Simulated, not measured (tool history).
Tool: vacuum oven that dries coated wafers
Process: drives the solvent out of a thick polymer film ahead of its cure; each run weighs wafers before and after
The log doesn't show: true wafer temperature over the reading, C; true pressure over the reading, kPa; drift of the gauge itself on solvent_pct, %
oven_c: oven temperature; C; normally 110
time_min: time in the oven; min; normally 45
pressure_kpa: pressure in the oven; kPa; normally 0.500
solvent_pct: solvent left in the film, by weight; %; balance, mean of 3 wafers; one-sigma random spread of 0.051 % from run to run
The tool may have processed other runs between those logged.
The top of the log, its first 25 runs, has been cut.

run	hour	oven_c	time_min	pressure_kpa	hours of work since the thermocouples were calibrated	hours of work since the vacuum gauge was cleaned of residue	solvent_pct
26	1454.8	110	45	0.269	850	1054	0.92
27	1530.3	110	45	0.269	880	1085	1.01
28	1575.1	115	45	0.805	898	1103	0.87
29	1615.2	110	71	0.500	915	1119	0.56
30	1661.7	110	45	0.532	934	1138	1.13
31	1703.0	116	28	0.653	950	1155	1.37
32	1774.7	116	28	0.653	979	1184	1.46
33	1822.5	110	27	0.547	999	1203	3.00
34	1895.3	98	26	0.484	1028	1233	7.61
# hour 1919.5: oven's thermocouples calibrated
35	1963.0	98	26	0.484	18	1259	7.82
36	2028.6	98	53	0.293	44	1286	3.13
37	2094.7	123	40	1.194	71	1313	0.73
38	2137.8	121	48	1.080	88	1330	0.68
39	2209.7	110	45	0.486	118	1359	1.17
40	2250.3	110	45	0.486	134	1376	1.23
41	2298.6	102	45	0.500	154	1395	2.90

Below are 4 alternative next runs, each starting from the tool's condition after run 41. Predict each:
A	2334.4	121	39	1.739	168	1410	?
B	2334.4	102	36	0.616	168	1410	?
C	2334.4	102	45	1.188	168	1410	?
D	2334.4	113	45	1.035	168	1410	?

run	solvent_pct
A	1.12
B	4.21
C	3.58
D	1.14
Stripped of hidden state, with their random variation kept, the same runs would have yielded:
run	solvent_pct
A	0.98
B	4.07
C	3.41
D	0.96

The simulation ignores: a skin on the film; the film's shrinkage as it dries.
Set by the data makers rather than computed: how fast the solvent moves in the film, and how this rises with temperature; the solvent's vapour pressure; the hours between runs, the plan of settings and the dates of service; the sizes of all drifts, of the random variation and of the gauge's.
